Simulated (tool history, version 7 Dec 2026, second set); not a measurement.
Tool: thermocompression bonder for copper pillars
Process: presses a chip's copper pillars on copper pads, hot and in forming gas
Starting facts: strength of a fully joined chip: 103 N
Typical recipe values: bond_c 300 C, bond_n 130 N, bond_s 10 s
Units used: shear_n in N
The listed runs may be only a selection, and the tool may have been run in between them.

{"run": 1, "hour": 0.0, "bond_c": 300, "bond_n": 130, "bond_s": 10, "shear_n": 36.9}
{"run": 2, "hour": 6.2, "bond_c": 300, "bond_n": 130, "bond_s": 10, "shear_n": 37.1}
{"run": 3, "hour": 13.5, "bond_c": 300, "bond_n": 190, "bond_s": 10, "shear_n": 48.7}
{"run": 4, "hour": 21.9, "bond_c": 300, "bond_n": 190, "bond_s": 10, "shear_n": 48.7}
{"run": 5, "hour": 26.8, "bond_c": 300, "bond_n": 190, "bond_s": 10, "shear_n": 48.4}
{"run": 6, "hour": 34.8, "bond_c": 300, "bond_n": 130, "bond_s": 10, "shear_n": 37.1}
{"run": 7, "hour": 42.1, "bond_c": 300, "bond_n": 130, "bond_s": 10, "shear_n": 37.0}
{"run": 8, "hour": 47.9, "bond_c": 300, "bond_n": 130, "bond_s": 10, "shear_n": 37.1}
{"run": 9, "hour": 57.8, "bond_c": 300, "bond_n": 130, "bond_s": 10, "shear_n": 35.8}
{"run": 10, "hour": 64.8, "bond_c": 300, "bond_n": 130, "bond_s": 10, "shear_n": 36.2}
{"run": 11, "hour": 74.6, "bond_c": 300, "bond_n": 130, "bond_s": 10, "shear_n": 35.4}
{"run": 12, "hour": 85.8, "bond_c": 300, "bond_n": 92, "bond_s": 10, "shear_n": 28.1}
{"run": 13, "hour": 97.1, "bond_c": 300, "bond_n": 92, "bond_s": 10, "shear_n": 27.9}
{"run": 14, "hour": 104.8, "bond_c": 300, "bond_n": 130, "bond_s": 10, "shear_n": 35.6}
{"hour": 107.3, "done": "heater calibrated with a thermocouple chip"}
{"run": 15, "hour": 112.2, "bond_c": 300, "bond_n": 130, "bond_s": 10, "shear_n": 35.1}
{"run": 16, "hour": 118.9, "bond_c": 300, "bond_n": 130, "bond_s": 10, "shear_n": 33.9}
{"run": 17, "hour": 126.3, "bond_c": 313, "bond_n": 130, "bond_s": 10, "shear_n": 41.4}
{"run": 18, "hour": 131.1, "bond_c": 318, "bond_n": 130, "bond_s": 10, "shear_n": 41.7}
{"run": 19, "hour": 142.4, "bond_c": 318, "bond_n": 130, "bond_s": 10, "shear_n": 43.9}
{"run": 20, "hour": 148.0, "bond_c": 318, "bond_n": 130, "bond_s": 10, "shear_n": 43.3}
{"run": 21, "hour": 154.0, "bond_c": 276, "bond_n": 166, "bond_s": 17, "shear_n": 38.0}
{"hour": 162.0, "done": "heater calibrated with a thermocouple chip, once more"}
{"run": 22, "hour": 162.4, "bond_c": 300, "bond_n": 156, "bond_s": 14, "shear_n": 46.7}
{"run": 23, "hour": 170.9, "bond_c": 300, "bond_n": 156, "bond_s": 14, "shear_n": 46.9}
{"run": 24, "hour": 181.0, "bond_c": 300, "bond_n": 130, "bond_s": 16, "shear_n": 42.7}
{"run": 25, "hour": 192.2, "bond_c": 300, "bond_n": 130, "bond_s": 16, "shear_n": 42.9}
{"run": 26, "hour": 199.8, "bond_c": 279, "bond_n": 130, "bond_s": 5, "shear_n": 20.5}
{"run": 27, "hour": 208.1, "bond_c": 279, "bond_n": 122, "bond_s": 5, "shear_n": 19.7}
{"run": 28, "hour": 219.4, "bond_c": 307, "bond_n": 81, "bond_s": 10, "shear_n": 26.9}
{"run": 29, "hour": 228.1, "bond_c": 307, "bond_n": 81, "bond_s": 16, "shear_n": 32.0}
{"run": 30, "hour": 233.1, "bond_c": 283, "bond_n": 153, "bond_s": 11, "shear_n": 33.2}
{"run": 31, "hour": 240.8, "bond_c": 300, "bond_n": 100, "bond_s": 10, "shear_n": 29.6}
{"run": 32, "hour": 250.0, "bond_c": 279, "bond_n": 80, "bond_s": 10, "shear_n": 17.6}
{"run": 33, "hour": 255.3, "bond_c": 291, "bond_n": 164, "bond_s": 20, "shear_n": 49.6}
{"run": 34, "hour": 265.8, "bond_c": 295, "bond_n": 87, "bond_s": 28, "shear_n": 37.0}
{"run": 35, "hour": 271.4, "bond_c": 321, "bond_n": 81, "bond_s": 26, "shear_n": 44.5}
{"run": 36, "hour": 282.4, "bond_c": 321, "bond_n": 157, "bond_s": 29, "shear_n": 68.2}
{"run": 37, "hour": 289.7, "bond_c": 300, "bond_n": 144, "bond_s": 18, "shear_n": 47.0}
{"run": 38, "hour": 299.1, "bond_c": 276, "bond_n": 130, "bond_s": 18, "shear_n": 32.6}
{"run": 39, "hour": 307.1, "bond_c": 311, "bond_n": 169, "bond_s": 10, "shear_n": 47.4}
{"hour": 311.6, "done": "forming gas filter changed"}
{"run": 40, "hour": 314.1, "bond_c": 311, "bond_n": 169, "bond_s": 10, "shear_n": 52.6}

Branching from run 40: 4 alternative next runs. What would each branch give?
{"run": "A", "hour": 325.3, "bond_c": 303, "bond_n": 169, "bond_s": 29, "shear_n": "?"}
{"run": "B", "hour": 325.3, "bond_c": 297, "bond_n": 130, "bond_s": 12, "shear_n": "?"}
{"run": "C", "hour": 325.3, "bond_c": 300, "bond_n": 129, "bond_s": 10, "shear_n": "?"}
{"run": "D", "hour": 325.3, "bond_c": 316, "bond_n": 83, "bond_s": 10, "shear_n": "?"}

run=A shear_n=69.0
run=B shear_n=39.5
run=C shear_n=38.3
run=D shear_n=33.2
The same runs, with their run-to-run variation unchanged, on a tool lacking any hidden condition would have given:
run=A shear_n=71.4
run=B shear_n=41.4
run=C shear_n=40.2
run=D shear_n=34.9

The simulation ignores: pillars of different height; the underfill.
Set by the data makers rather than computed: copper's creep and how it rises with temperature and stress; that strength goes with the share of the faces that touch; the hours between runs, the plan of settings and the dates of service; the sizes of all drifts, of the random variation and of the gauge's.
